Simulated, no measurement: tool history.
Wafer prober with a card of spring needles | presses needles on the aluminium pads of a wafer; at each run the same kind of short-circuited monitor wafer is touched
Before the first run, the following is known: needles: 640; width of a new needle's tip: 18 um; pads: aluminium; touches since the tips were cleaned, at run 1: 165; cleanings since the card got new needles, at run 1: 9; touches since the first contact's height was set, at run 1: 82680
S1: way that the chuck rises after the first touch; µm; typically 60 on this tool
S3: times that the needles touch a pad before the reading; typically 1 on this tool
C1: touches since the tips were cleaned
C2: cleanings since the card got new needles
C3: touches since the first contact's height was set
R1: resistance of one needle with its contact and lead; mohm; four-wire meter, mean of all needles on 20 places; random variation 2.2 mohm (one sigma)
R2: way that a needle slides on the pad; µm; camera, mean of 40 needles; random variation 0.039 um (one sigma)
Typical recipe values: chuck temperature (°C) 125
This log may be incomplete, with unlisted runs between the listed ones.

{"run": 1, "hour": 0.0, "S1": 60, "chuck temperature (°C)": 125, "S3": 1, "C1": 165, "C2": 9, "C3": 82680, "R1": 260, "R2": 9.38}
{"run": 2, "hour": 12.4, "S1": 60, "chuck temperature (°C)": 32, "S3": 1, "C1": 4867, "C2": 9, "C3": 87382, "R1": 304, "R2": 9.29}
{"hour": 20.5, "done": "tips cleaned on abrasive film"}
{"run": 3, "hour": 36.1, "S1": 60, "chuck temperature (°C)": 125, "S3": 1, "C1": 5946, "C2": 10, "C3": 96368, "R1": 326, "R2": 9.38}
{"hour": 41.0, "done": "tips cleaned on abrasive film"}
{"run": 4, "hour": 56.8, "S1": 60, "chuck temperature (°C)": 125, "S3": 1, "C1": 5996, "C2": 11, "C3": 104174, "R1": 322, "R2": 9.39}
{"hour": 62.8, "done": "tips cleaned on abrasive film"}
{"run": 5, "hour": 69.3, "S1": 60, "chuck temperature (°C)": 125, "S3": 1, "C1": 2457, "C2": 12, "C3": 108892, "R1": 302, "R2": 9.27}
{"hour": 85.5, "done": "tips cleaned on abrasive film"}
{"run": 6, "hour": 91.2, "S1": 60, "chuck temperature (°C)": 125, "S3": 1, "C1": 2175, "C2": 13, "C3": 117165, "R1": 297, "R2": 9.27}
{"hour": 107.0, "done": "tips cleaned on abrasive film"}
{"run": 7, "hour": 109.2, "S1": 60, "chuck temperature (°C)": 125, "S3": 1, "C1": 844, "C2": 14, "C3": 123961, "R1": 276, "R2": 9.31}
{"hour": 128.3, "done": "tips cleaned on abrasive film"}
{"run": 8, "hour": 131.1, "S1": 60, "chuck temperature (°C)": 125, "S3": 1, "C1": 1091, "C2": 15, "C3": 132265, "R1": 291, "R2": 9.22}
{"run": 9, "hour": 142.7, "S1": 59, "chuck temperature (°C)": 125, "S3": 1, "C1": 5471, "C2": 15, "C3": 136645, "R1": 326, "R2": 9.12}
{"hour": 148.8, "done": "tips cleaned on abrasive film"}
{"run": 10, "hour": 162.8, "S1": 59, "chuck temperature (°C)": 125, "S3": 1, "C1": 5315, "C2": 16, "C3": 144233, "R1": 328, "R2": 9.06}
{"hour": 169.6, "done": "tips cleaned on abrasive film"}
{"run": 11, "hour": 180.4, "S1": 60, "chuck temperature (°C)": 125, "S3": 1, "C1": 4069, "C2": 17, "C3": 150880, "R1": 318, "R2": 9.17}
{"hour": 190.7, "done": "tips cleaned on abrasive film"}
{"run": 12, "hour": 201.7, "S1": 60, "chuck temperature (°C)": 84, "S3": 3, "C1": 4177, "C2": 18, "C3": 158964, "R1": 267, "R2": 9.17}
{"hour": 213.1, "done": "tips cleaned on abrasive film"}
{"run": 13, "hour": 221.4, "S1": 64, "chuck temperature (°C)": 125, "S3": 1, "C1": 3125, "C2": 19, "C3": 166381, "R1": 294, "R2": 9.77}
{"hour": 233.7, "done": "tips cleaned on abrasive film"}
{"run": 14, "hour": 243.6, "S1": 42, "chuck temperature (°C)": 29, "S3": 2, "C1": 3746, "C2": 20, "C3": 174789, "R1": 327, "R2": 6.33}
{"hour": 254.3, "done": "tips cleaned on abrasive film"}
{"run": 15, "hour": 269.9, "S1": 56, "chuck temperature (°C)": 84, "S3": 2, "C1": 5896, "C2": 21, "C3": 184729, "R1": 301, "R2": 8.54}
{"hour": 275.8, "done": "tips cleaned on abrasive film"}
{"hour": 278.2, "done": "height of the first contact set anew"}
{"run": 16, "hour": 293.9, "S1": 75, "chuck temperature (°C)": 29, "S3": 2, "C1": 6781, "C2": 22, "C3": 5953, "R1": 264, "R2": 11.87}
{"hour": 296.4, "done": "tips cleaned on abrasive film"}
{"run": 17, "hour": 305.2, "S1": 58, "chuck temperature (°C)": 49, "S3": 1, "C1": 3345, "C2": 23, "C3": 10212, "R1": 307, "R2": 9.11}
{"hour": 317.4, "done": "tips cleaned on abrasive film"}
{"run": 18, "hour": 329.6, "S1": 58, "chuck temperature (°C)": 101, "S3": 2, "C1": 4622, "C2": 24, "C3": 19436, "R1": 291, "R2": 9.15}
{"hour": 338.2, "done": "tips cleaned on abrasive film"}
{"run": 19, "hour": 341.0, "S1": 48, "chuck temperature (°C)": 33, "S3": 2, "C1": 1053, "C2": 25, "C3": 23733, "R1": 259, "R2": 7.6}
{"run": 20, "hour": 353.1, "S1": 48, "chuck temperature (°C)": 33, "S3": 2, "C1": 5645, "C2": 25, "C3": 28325, "R1": 303, "R2": 7.53}
{"hour": 359.3, "done": "tips cleaned on abrasive film"}
{"run": 21, "hour": 365.2, "S1": 48, "chuck temperature (°C)": 107, "S3": 2, "C1": 2259, "C2": 26, "C3": 32881, "R1": 292, "R2": 7.5}
{"hour": 379.6, "done": "tips cleaned on abrasive film"}
{"run": 22, "hour": 382.0, "S1": 62, "chuck temperature (°C)": 125, "S3": 2, "C1": 920, "C2": 27, "C3": 39241, "R1": 265, "R2": 9.78}

For each run, the measured value with the value that run would have given without the tool's hidden condition subtracted. The run-to-run variation is shared by both, the gauge scatter possibly not:
Hidden conditions of the tool in this case: debris on the tips, nm; way that the needles fall short of the set height, um; tips' diameter, um; drift of the gauge itself on contact_mohm, %; drift of the gauge itself on scrub_um, %.
run=1 R1=+11 R2=-0.15
run=2 R1=+78 R2=-0.15
run=3 R1=+74 R2=-0.16
run=4 R1=+73 R2=-0.17
run=5 R1=+51 R2=-0.19
run=6 R1=+49 R2=-0.20
run=7 R1=+25 R2=-0.22
run=8 R1=+32 R2=-0.24
run=9 R1=+77 R2=-0.24
run=10 R1=+76 R2=-0.26
run=11 R1=+65 R2=-0.27
run=12 R1=+26 R2=-0.29
run=13 R1=+48 R2=-0.31
run=14 R1=+93 R2=-0.32
run=15 R1=+58 R2=-0.34
run=16 R1=+36 R2=+0.00
run=17 R1=+74 R2=-0.01
run=18 R1=+45 R2=-0.02
run=19 R1=+29 R2=-0.04
run=20 R1=+75 R2=-0.04
run=21 R1=+44 R2=-0.06
run=22 R1=+14 R2=-0.08

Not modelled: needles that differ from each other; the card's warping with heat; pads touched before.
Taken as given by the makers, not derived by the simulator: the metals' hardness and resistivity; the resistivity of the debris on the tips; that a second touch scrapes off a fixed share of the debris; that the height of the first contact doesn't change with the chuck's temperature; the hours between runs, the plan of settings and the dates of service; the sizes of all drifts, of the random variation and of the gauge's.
